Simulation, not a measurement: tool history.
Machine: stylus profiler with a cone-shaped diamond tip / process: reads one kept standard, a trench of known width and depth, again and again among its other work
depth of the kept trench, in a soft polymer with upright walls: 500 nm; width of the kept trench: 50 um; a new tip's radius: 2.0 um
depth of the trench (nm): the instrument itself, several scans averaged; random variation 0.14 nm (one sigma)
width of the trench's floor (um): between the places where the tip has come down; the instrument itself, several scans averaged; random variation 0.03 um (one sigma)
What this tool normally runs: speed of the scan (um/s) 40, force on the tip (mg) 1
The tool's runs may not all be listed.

run   hour  speed of the scan (um/s)  force on the tip (mg)  depth of the trench (nm)  width of the trench's floor (um)
  1      0                        40                      1                    504.78                             47.01
  2   20.5                        40                      1                    504.78                             46.94
  3   42.1                        40                      1                    504.67                             46.99
  4   61.6                        40                      1                     504.7                             46.95
  5   78.7                        40                      1                    504.47                             46.94
  6  102.9                        40                      1                    504.86                             47.02
  7  122.5                        40                   1.01                    504.59                             47.03
  8  141.2                        40                   1.89                     507.1                             47.06
  9  164.5                        40                   1.89                    507.28                              47.1
 10  175.2                        33                    0.4                    502.55                             46.89
 11    195                        40                      1                    504.79                             46.97

Predict the results of run 12:
 12  217.4                        40                   1.58                         ?                                 ?

depth of the trench (nm): 506.45
width of the trench's floor (um): 47.07
Minus the tool's unlogged condition, the same run would have read depth of the trench (nm) 506.45, width of the trench's floor (um) 47.08.

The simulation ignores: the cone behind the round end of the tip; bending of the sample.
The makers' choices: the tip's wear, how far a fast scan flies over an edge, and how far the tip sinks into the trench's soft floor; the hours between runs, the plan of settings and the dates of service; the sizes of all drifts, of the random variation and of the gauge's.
